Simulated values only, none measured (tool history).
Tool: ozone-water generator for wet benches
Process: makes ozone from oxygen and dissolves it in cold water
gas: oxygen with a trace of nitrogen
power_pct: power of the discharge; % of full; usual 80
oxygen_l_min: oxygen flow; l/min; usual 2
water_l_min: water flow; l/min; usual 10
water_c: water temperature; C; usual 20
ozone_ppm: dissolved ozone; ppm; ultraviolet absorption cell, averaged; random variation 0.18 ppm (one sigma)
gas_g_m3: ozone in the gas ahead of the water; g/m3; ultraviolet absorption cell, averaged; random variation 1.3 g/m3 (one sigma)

run    hour  power_pct  oxygen_l_min  water_l_min  water_c  ozone_ppm  gas_g_m3
  1       0         80             2           10       20       23.7       235
      198.5  -- contactor cleaned
  2   208.2         80             2           10       13         26     236.1
  3   333.6         80             2           10       20       23.7     235.1
  4   555.7         80             2           10       20       23.6     231.6
  5   779.7         80             2           10       26       21.5     231.6
  6   917.6         80             2           10       26       21.4     231.9
  7  1113.4         80          1.75           10       20       22.6     241.9
  8    1323         80          1.62           10       20         22     249.7
  9    1540         80             2           10       19       23.3     224.9
 10  1659.8         80             2           10       19       23.2     225.7
 11  1873.9         80             2           10       19       22.9     221.8
 12    2020         76             2           10       19       22.4     219.2
 13  2123.8         83             2           10       20       22.7     225.8
 14  2237.7         80             2           10       13       24.4     221.6
 15  2446.7         80             2           10       13       24.1     219.6
 16  2555.8         80             2           10       13       24.2     218.5
 17  2651.7         66             2           11       20       18.6     198.8
 18  2753.5         57          2.01           11       20       17.2     182.1
 19  2970.9         80          2.09           10       24       20.9     213.7
 20  3084.4         80          2.09           10       24       20.5     211.4
 21  3260.1         80          2.09           13       14       18.9     210.1
 22  3402.8         80          2.32           13       13       19.6     200.5
 23  3553.6         70             2            6       20       28.1       200
 24  3658.7         70             2            6       20       27.9     197.6
 25  3869.2         70             2            6       20         28     197.9
 26  4048.5         70             2           10       20       19.5     196.6
 27  4212.4         80           1.8           10       18       20.7     220.2
 28  4350.7         67           1.8            7       18       25.1     200.6
 29    4460         67           1.8            7       18       24.7     198.3
     4636.6  -- contactor cleaned
 30  4636.6         67           1.8            7       18       25.3       196
 31  4755.1         67          1.52            7       18       24.6     211.3
 32  4916.1         67          1.52            7       18       24.4     212.2

Some steps in ozone_ppm between neighbouring runs. How much of each would the tool show without its hidden state too (settings, what came in, random variation), and how much is left for the hidden state, with any gauge scatter that isn't in both results?
The hidden state here: yield of the discharge, % of new electrodes'; contactor's efficiency, % of a clean one's; true water temperature over the reading, C; drift of the gauge itself on ozone_ppm, %; drift of the gauge itself on gas_g_m3, %.
Run 16 -> 17: power_pct 80 -> 66, water_l_min 10 -> 11, water_c 13 -> 20. ozone_ppm -5.6 ppm: hidden state +0.9, all else -6.5.
Run 18 -> 19: power_pct 57 -> 80, oxygen_l_min 2.01 -> 2.09, water_l_min 11 -> 10, water_c 20 -> 24. ozone_ppm +3.7 ppm: hidden state -1, all else +4.7.
Run 22 -> 23: power_pct 80 -> 70, oxygen_l_min 2.32 -> 2, water_l_min 13 -> 6, water_c 13 -> 20. ozone_ppm +8.5 ppm: hidden state -1.2, all else +9.7.
Run 25 -> 26: water_l_min 6 -> 10. ozone_ppm -8.5 ppm: hidden state +1.1, all else -9.6.

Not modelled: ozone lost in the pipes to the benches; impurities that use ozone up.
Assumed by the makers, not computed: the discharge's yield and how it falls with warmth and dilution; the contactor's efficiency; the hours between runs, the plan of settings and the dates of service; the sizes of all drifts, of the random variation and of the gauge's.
